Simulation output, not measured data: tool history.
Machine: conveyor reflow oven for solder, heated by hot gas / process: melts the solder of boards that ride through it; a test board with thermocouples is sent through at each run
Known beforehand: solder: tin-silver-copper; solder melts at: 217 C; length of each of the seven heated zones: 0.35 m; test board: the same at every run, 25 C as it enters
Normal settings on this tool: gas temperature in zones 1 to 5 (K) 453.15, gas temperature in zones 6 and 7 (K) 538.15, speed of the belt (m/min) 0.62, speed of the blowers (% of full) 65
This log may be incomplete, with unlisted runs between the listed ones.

run,day,gas temperature in zones 1 to 5 (K),gas temperature in zones 6 and 7 (K),speed of the belt (m/min),speed of the blowers (% of full),highest temperature of the board (K),time above the solder's melting point (s)
1,0,453.15,538.15,0.62,65,527.75,54.9
2,0.612,453.15,538.15,0.62,65,527.95,55
3,0.958,453.15,538.15,0.62,55,525.35,53
4,1.288,453.15,538.15,0.617,65,527.15,55.5
5,1.567,453.15,538.15,0.62,65,527.15,54.8
6,1.912,453.15,538.15,0.62,65,527.45,55
7,2.342,453.15,538.15,0.62,65,527.35,55.1
8,2.838,453.15,538.15,0.62,65,527.65,55.1
9,3.25,454.15,538.15,0.62,65,527.35,55.5
10,3.883,453.15,538.15,0.62,65,527.45,55
11,4.179,453.15,538.15,0.62,65,527.55,55
12,4.746,453.15,538.15,0.62,65,527.55,55.1
# day 5.142: flux residue cleaned out of gas plates and filters
13,5.542,453.15,538.15,0.62,65,527.75,55.3
14,6.083,459.15,538.15,0.62,65,528.35,57.7
15,6.542,453.15,538.15,0.62,55,525.55,53.2
16,7.171,460.15,538.15,0.571,65,530.25,64.3
17,7.758,463.15,551.15,0.605,54,538.85,65.1
18,8.067,463.15,551.15,0.605,54,538.75,65.3

Run 19 is up next; what results do you expect?
19,8.738,463.15,528.15,0.605,85,?,?

highest temperature of the board (K): 522.65
time above the solder's melting point (s): 59
If the tool had no hidden condition, the same run with the same run-to-run variation would have returned highest temperature of the board (K) 522.55, time above the solder's melting point (s) 58.9.

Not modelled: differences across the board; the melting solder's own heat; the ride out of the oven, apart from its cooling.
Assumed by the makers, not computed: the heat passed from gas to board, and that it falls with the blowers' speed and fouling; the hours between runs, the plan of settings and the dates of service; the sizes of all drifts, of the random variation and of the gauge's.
